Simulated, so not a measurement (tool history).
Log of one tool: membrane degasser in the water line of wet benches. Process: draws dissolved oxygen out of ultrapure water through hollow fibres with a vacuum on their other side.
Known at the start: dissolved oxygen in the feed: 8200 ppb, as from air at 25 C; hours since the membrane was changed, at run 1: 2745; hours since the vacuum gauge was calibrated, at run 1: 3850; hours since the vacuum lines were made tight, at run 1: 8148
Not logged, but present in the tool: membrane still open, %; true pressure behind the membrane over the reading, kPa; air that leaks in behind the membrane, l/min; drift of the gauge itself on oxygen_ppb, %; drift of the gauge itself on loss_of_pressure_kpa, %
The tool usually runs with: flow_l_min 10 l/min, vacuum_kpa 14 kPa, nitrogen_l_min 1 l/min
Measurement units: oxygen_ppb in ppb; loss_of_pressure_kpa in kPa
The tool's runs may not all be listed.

run    hour  flow_l_min  vacuum_kpa  nitrogen_l_min  hours since the membrane was changed  hours since the vacuum gauge was calibrated  hours since the vacuum lines were made tight  oxygen_ppb  loss_of_pressure_kpa
  1       0          10          14               1                                  2745                                         3850                                          8148       277.8                  48.3
  2    52.5          10          14            1.63                                  2797                                         3902                                          8200       182.4                 48.49
  3   113.6          10          14               1                                  2858                                         3963                                          8261       278.9                 48.51
  4   204.6          10          14               1                                  2949                                         4054                                          8352       276.1                 48.47
  5   274.4          10          14               1                                  3019                                         4124                                          8422       280.8                 47.89
  6   344.4          10          14               1                                  3089                                         4194                                          8492       277.6                 48.37
  7   388.1          10          14               1                                  3133                                         4238                                          8536       279.6                 48.25
  8   427.9          10          14               1                                  3173                                         4278                                          8576       277.2                 48.29
  9   487.1          10        16.3               1                                  3232                                         4337                                          8635       333.5                 48.32
 10   550.4          10        16.3               1                                  3295                                         4400                                          8698         332                 48.49
 11   608.4          10        16.3               1                                  3353                                         4458                                          8756       332.8                 48.39
 12   680.8          12        29.3               1                                  3425                                         4531                                          8829       742.2                 58.46
 13   749.4          12        29.3             0.9                                  3494                                         4599                                          8897       801.1                 58.19
 14   827.9          10          14            1.49                                  3573                                         4678                                          8976       198.1                  48.6
 15   881.2          10          14            1.49                                  3626                                         4731                                          9029       197.4                 48.68
 16   931.8           6          14            2.02                                  3676                                         4782                                          9080          91                  29.4
 17   981.1           8        24.8             0.4                                  3726                                         4831                                          9129       936.4                 38.64
 18  1037.9           8        24.8             0.4                                  3783                                         4888                                          9186       931.7                 38.66

For each run, the measured value with the value that run would have given without the tool's hidden condition subtracted. The run-to-run variation is shared by both, the gauge scatter possibly not:
run  oxygen_ppb  loss_of_pressure_kpa
  1       +18.9                 +1.09
  2       +13.8                 +1.12
  3       +19.2                 +1.14
  4       +19.3                 +1.18
  5       +19.9                  +1.2
  6       +19.8                 +1.23
  7         +20                 +1.25
  8       +20.1                 +1.26
  9       +22.9                 +1.29
 10         +23                 +1.32
 11       +23.3                 +1.33
 12       +38.3                 +1.64
 13       +40.2                 +1.66
 14       +16.6                 +1.42
 15       +16.7                 +1.45
 16       +11.2                 +0.88
 17       +52.3                 +1.19
 18       +52.3                 +1.21
